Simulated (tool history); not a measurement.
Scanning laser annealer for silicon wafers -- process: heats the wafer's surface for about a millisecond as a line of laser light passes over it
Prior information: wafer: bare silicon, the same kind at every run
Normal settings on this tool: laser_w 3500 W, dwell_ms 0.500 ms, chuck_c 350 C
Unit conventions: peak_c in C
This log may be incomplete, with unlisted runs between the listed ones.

run 1 hour=0.0 | laser_w=3500 dwell_ms=0.500 chuck_c=350 | peak_c=1158
run 2 hour=27.2 | laser_w=3500 dwell_ms=0.500 chuck_c=350 | peak_c=1160
run 3 hour=64.6 | laser_w=3500 dwell_ms=0.500 chuck_c=350 | peak_c=1157
run 4 hour=105.1 | laser_w=3500 dwell_ms=0.500 chuck_c=371 | peak_c=1176
run 5 hour=140.8 | laser_w=3500 dwell_ms=0.500 chuck_c=371 | peak_c=1170
run 6 hour=180.0 | laser_w=3500 dwell_ms=0.500 chuck_c=350 | peak_c=1148
run 7 hour=224.0 | laser_w=3500 dwell_ms=0.378 chuck_c=350 | peak_c=1033
run 8 hour=254.5 | laser_w=3500 dwell_ms=0.378 chuck_c=350 | peak_c=1034
run 9 hour=290.7 | laser_w=3500 dwell_ms=0.378 chuck_c=350 | peak_c=1028
run 10 hour=330.0 | laser_w=3500 dwell_ms=0.500 chuck_c=350 | peak_c=1140
run 11 hour=353.1 | laser_w=3076 dwell_ms=0.500 chuck_c=350 | peak_c=1025
run 12 hour=383.5 | laser_w=3076 dwell_ms=0.500 chuck_c=350 | peak_c=1027
run 13 hour=413.1 | laser_w=3500 dwell_ms=0.500 chuck_c=350 | peak_c=1133
run 14 hour=438.4 | laser_w=3500 dwell_ms=0.500 chuck_c=350 | peak_c=1137
run 15 hour=470.1 | laser_w=3500 dwell_ms=0.500 chuck_c=350 | peak_c=1132
run 16 hour=500.2 | laser_w=3500 dwell_ms=0.500 chuck_c=350 | peak_c=1130
run 17 hour=527.4 | laser_w=3500 dwell_ms=0.500 chuck_c=350 | peak_c=1131
run 18 hour=572.5 | laser_w=3500 dwell_ms=0.500 chuck_c=350 | peak_c=1131
run 19 hour=596.1 | laser_w=3154 dwell_ms=0.483 chuck_c=350 | peak_c=1021
run 20 hour=636.6 | laser_w=3154 dwell_ms=0.483 chuck_c=350 | peak_c=1017
run 21 hour=677.8 | laser_w=3154 dwell_ms=0.483 chuck_c=350 | peak_c=1018
run 22 hour=723.0 | laser_w=3154 dwell_ms=0.483 chuck_c=350 | peak_c=990
run 23 hour=769.4 | laser_w=3214 dwell_ms=0.551 chuck_c=314 | peak_c=1033
run 24 hour=803.6 | laser_w=3214 dwell_ms=0.551 chuck_c=314 | peak_c=1113
run 25 hour=824.1 | laser_w=2997 dwell_ms=0.431 chuck_c=346 | peak_c=984
run 26 hour=865.1 | laser_w=3829 dwell_ms=0.500 chuck_c=332 | peak_c=1261
run 27 hour=891.7 | laser_w=3829 dwell_ms=0.500 chuck_c=332 | peak_c=1255
run 28 hour=921.1 | laser_w=3829 dwell_ms=0.500 chuck_c=332 | peak_c=1253
run 29 hour=954.7 | laser_w=3501 dwell_ms=0.500 chuck_c=350 | peak_c=1176
run 30 hour=996.9 | laser_w=3501 dwell_ms=0.500 chuck_c=350 | peak_c=1175
run 31 hour=1029.8 | laser_w=3501 dwell_ms=0.500 chuck_c=350 | peak_c=1168
run 32 hour=1070.1 | laser_w=3500 dwell_ms=0.500 chuck_c=360 | peak_c=1177
run 33 hour=1107.2 | laser_w=3500 dwell_ms=0.500 chuck_c=360 | peak_c=1173
run 34 hour=1140.5 | laser_w=3500 dwell_ms=0.498 chuck_c=332 | peak_c=1143
run 35 hour=1168.9 | laser_w=3519 dwell_ms=0.392 chuck_c=311 | peak_c=1024

Missing from the log above: 3 entries noted between runs. For each, name the pair of listed runs it sits between and say how the tool's hidden condition differs from the listed run just before to the listed run just after:
Logged between run 21 and run 22: window over the wafer cleaned (hour 717.0)
  light that passes the window, % of a clean one's: 95.37 -> 92.16; laser's true power over the reading, %: 0.21 -> 0.22; width of the line over the set one, %: 3.6 -> 3.66
  measured value less the no-hidden-state value, peak_c: -54 -> -82 C
Logged between run 22 and run 23: optics aligned, line set to its width (hour 767.0)
  light that passes the window, % of a clean one's: 92.16 -> 91.95; laser's true power over the reading, %: 0.22 -> 0.23; width of the line over the set one, %: 3.66 -> 0.07
  measured value less the no-hidden-state value, peak_c: -82 -> -74 C
Logged between run 23 and run 24: window over the wafer cleaned, once more (hour 800.1)
  light that passes the window, % of a clean one's: 91.95 -> 99.85; laser's true power over the reading, %: 0.23 -> 0.24; width of the line over the set one, %: 0.07 -> 0.11
  measured value less the no-hidden-state value, peak_c: -74 -> +0 C

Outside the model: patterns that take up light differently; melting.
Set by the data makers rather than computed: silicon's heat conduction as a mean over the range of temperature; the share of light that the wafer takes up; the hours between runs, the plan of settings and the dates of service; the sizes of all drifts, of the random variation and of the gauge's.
